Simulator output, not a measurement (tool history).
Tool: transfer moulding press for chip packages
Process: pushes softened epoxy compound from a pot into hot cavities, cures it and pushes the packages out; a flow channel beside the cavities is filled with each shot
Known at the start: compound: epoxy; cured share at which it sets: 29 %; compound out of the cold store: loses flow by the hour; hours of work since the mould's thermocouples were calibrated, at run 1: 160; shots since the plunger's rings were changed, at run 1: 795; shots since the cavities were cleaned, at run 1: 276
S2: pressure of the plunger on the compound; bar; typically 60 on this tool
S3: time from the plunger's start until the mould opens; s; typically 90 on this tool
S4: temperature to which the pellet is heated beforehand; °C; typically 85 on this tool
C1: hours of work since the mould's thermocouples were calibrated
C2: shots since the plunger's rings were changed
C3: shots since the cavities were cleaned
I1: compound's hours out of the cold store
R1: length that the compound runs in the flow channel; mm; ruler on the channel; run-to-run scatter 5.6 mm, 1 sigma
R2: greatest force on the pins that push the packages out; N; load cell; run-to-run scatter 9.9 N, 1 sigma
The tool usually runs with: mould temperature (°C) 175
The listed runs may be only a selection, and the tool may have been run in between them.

{"run": 1, "hour": 0.0, "mould temperature (°C)": 175, "S2": 60, "S3": 90, "S4": 85, "C1": 160, "C2": 795, "C3": 276, "I1": 43.4, "R1": 556, "R2": 434}
{"run": 2, "hour": 7.8, "mould temperature (°C)": 175, "S2": 60, "S3": 90, "S4": 85, "C1": 165, "C2": 911, "C3": 392, "I1": 21.6, "R1": 581, "R2": 470}
{"run": 3, "hour": 14.9, "mould temperature (°C)": 175, "S2": 60, "S3": 90, "S4": 85, "C1": 170, "C2": 1017, "C3": 498, "I1": 11.9, "R1": 601, "R2": 464}
{"run": 4, "hour": 23.4, "mould temperature (°C)": 175, "S2": 60, "S3": 90, "S4": 85, "C1": 176, "C2": 1144, "C3": 625, "I1": 16, "R1": 593, "R2": 454}
{"hour": 29.7, "done": "cavities cleaned with cleaning compound and waxed"}
{"run": 5, "hour": 30.0, "mould temperature (°C)": 175, "S2": 60, "S3": 96, "S4": 85, "C1": 180, "C2": 1219, "C3": 3, "I1": 44.5, "R1": 537, "R2": 410}
{"run": 6, "hour": 38.9, "mould temperature (°C)": 175, "S2": 60, "S3": 96, "S4": 85, "C1": 186, "C2": 1352, "C3": 136, "I1": 32.1, "R1": 567, "R2": 392}
{"run": 7, "hour": 44.5, "mould temperature (°C)": 175, "S2": 60, "S3": 96, "S4": 85, "C1": 190, "C2": 1436, "C3": 220, "I1": 37.1, "R1": 554, "R2": 397}
{"run": 8, "hour": 53.4, "mould temperature (°C)": 175, "S2": 60, "S3": 96, "S4": 85, "C1": 196, "C2": 1570, "C3": 354, "I1": 21.1, "R1": 581, "R2": 422}
{"run": 9, "hour": 59.4, "mould temperature (°C)": 175, "S2": 60, "S3": 90, "S4": 85, "C1": 200, "C2": 1659, "C3": 443, "I1": 28.7, "R1": 577, "R2": 457}
{"run": 10, "hour": 65.3, "mould temperature (°C)": 175, "S2": 60, "S3": 90, "S4": 85, "C1": 204, "C2": 1747, "C3": 531, "I1": 15.4, "R1": 599, "R2": 447}
{"run": 11, "hour": 72.0, "mould temperature (°C)": 175, "S2": 60, "S3": 90, "S4": 85, "C1": 209, "C2": 1848, "C3": 632, "I1": 19.5, "R1": 584, "R2": 477}
{"hour": 77.8, "done": "cavities cleaned with cleaning compound and waxed"}
{"run": 12, "hour": 78.1, "mould temperature (°C)": 176, "S2": 60, "S3": 90, "S4": 85, "C1": 212, "C2": 1916, "C3": 5, "I1": 12.8, "R1": 584, "R2": 413}
{"run": 13, "hour": 87.6, "mould temperature (°C)": 175, "S2": 60, "S3": 90, "S4": 85, "C1": 219, "C2": 2058, "C3": 147, "I1": 29.3, "R1": 570, "R2": 462}
{"run": 14, "hour": 96.1, "mould temperature (°C)": 175, "S2": 60, "S3": 90, "S4": 85, "C1": 225, "C2": 2185, "C3": 274, "I1": 14.6, "R1": 597, "R2": 458}
{"run": 15, "hour": 101.3, "mould temperature (°C)": 175, "S2": 60, "S3": 116, "S4": 85, "C1": 229, "C2": 2262, "C3": 351, "I1": 10, "R1": 616, "R2": 362}
{"run": 16, "hour": 105.8, "mould temperature (°C)": 175, "S2": 60, "S3": 116, "S4": 85, "C1": 232, "C2": 2329, "C3": 418, "I1": 40.1, "R1": 550, "R2": 356}
{"run": 17, "hour": 114.1, "mould temperature (°C)": 169, "S2": 60, "S3": 90, "S4": 85, "C1": 238, "C2": 2453, "C3": 542, "I1": 42.8, "R1": 570, "R2": 700}
{"run": 18, "hour": 119.6, "mould temperature (°C)": 174, "S2": 45.8, "S3": 93, "S4": 85, "C1": 241, "C2": 2536, "C3": 625, "I1": 26.8, "R1": 499, "R2": 441}
{"hour": 126.2, "done": "cavities cleaned with cleaning compound and waxed"}
{"run": 19, "hour": 128.3, "mould temperature (°C)": 174, "S2": 55.7, "S3": 110, "S4": 85, "C1": 246, "C2": 2642, "C3": 30, "I1": 27.4, "R1": 557, "R2": 365}
{"run": 20, "hour": 135.2, "mould temperature (°C)": 174, "S2": 55.7, "S3": 110, "S4": 85, "C1": 251, "C2": 2747, "C3": 135, "I1": 27.1, "R1": 552, "R2": 351}
{"run": 21, "hour": 140.5, "mould temperature (°C)": 174, "S2": 57.1, "S3": 85, "S4": 85, "C1": 255, "C2": 2825, "C3": 213, "I1": 33.6, "R1": 551, "R2": 536}
{"run": 22, "hour": 144.5, "mould temperature (°C)": 175, "S2": 60, "S3": 79, "S4": 94, "C1": 258, "C2": 2885, "C3": 273, "I1": 46.6, "R1": 544, "R2": 543}
{"run": 23, "hour": 148.9, "mould temperature (°C)": 175, "S2": 60, "S3": 79, "S4": 94, "C1": 261, "C2": 2951, "C3": 339, "I1": 22.3, "R1": 587, "R2": 551}
{"run": 24, "hour": 156.9, "mould temperature (°C)": 175, "S2": 60, "S3": 127, "S4": 94, "C1": 266, "C2": 3069, "C3": 457, "I1": 15.9, "R1": 590, "R2": 343}
{"run": 25, "hour": 161.0, "mould temperature (°C)": 167, "S2": 55.4, "S3": 97, "S4": 87, "C1": 269, "C2": 3131, "C3": 519, "I1": 46.2, "R1": 539, "R2": 695}
{"run": 26, "hour": 164.9, "mould temperature (°C)": 177, "S2": 45.3, "S3": 90, "S4": 85, "C1": 272, "C2": 3189, "C3": 577, "I1": 32.8, "R1": 482, "R2": 404}
{"hour": 174.3, "done": "cavities cleaned with cleaning compound and waxed"}
{"run": 27, "hour": 175.4, "mould temperature (°C)": 177, "S2": 45.3, "S3": 90, "S4": 94, "C1": 278, "C2": 3323, "C3": 16, "I1": 13.3, "R1": 513, "R2": 394}
{"run": 28, "hour": 180.7, "mould temperature (°C)": 177, "S2": 63.7, "S3": 100, "S4": 82, "C1": 282, "C2": 3403, "C3": 96, "I1": 28.2, "R1": 578, "R2": 361}
{"run": 29, "hour": 189.6, "mould temperature (°C)": 177, "S2": 63.7, "S3": 100, "S4": 82, "C1": 288, "C2": 3535, "C3": 228, "I1": 37.8, "R1": 565, "R2": 359}

Alternative continuations, all from the tool just after run 29; predict every row:
{"run": "A", "hour": 194.9, "mould temperature (°C)": 177, "S2": 66.5, "S3": 90, "S4": 82, "C1": 292, "C2": 3615, "C3": 308, "I1": 37.1, "R1": "?", "R2": "?"}
{"run": "B", "hour": 194.9, "mould temperature (°C)": 177, "S2": 50.8, "S3": 100, "S4": 82, "C1": 292, "C2": 3615, "C3": 308, "I1": 41.7, "R1": "?", "R2": "?"}
{"run": "C", "hour": 194.9, "mould temperature (°C)": 176, "S2": 60, "S3": 86, "S4": 85, "C1": 292, "C2": 3615, "C3": 308, "I1": 15.2, "R1": "?", "R2": "?"}
{"run": "D", "hour": 194.9, "mould temperature (°C)": 177, "S2": 63.7, "S3": 100, "S4": 78, "C1": 292, "C2": 3615, "C3": 308, "I1": 29.6, "R1": "?", "R2": "?"}

run=A R1=587 R2=398
run=B R1=495 R2=381
run=C R1=591 R2=464
run=D R1=585 R2=368
What these runs would have given with no unlogged condition in the tool:
run=A R1=587 R2=395
run=B R1=496 R2=379
run=C R1=591 R2=461
run=D R1=585 R2=365
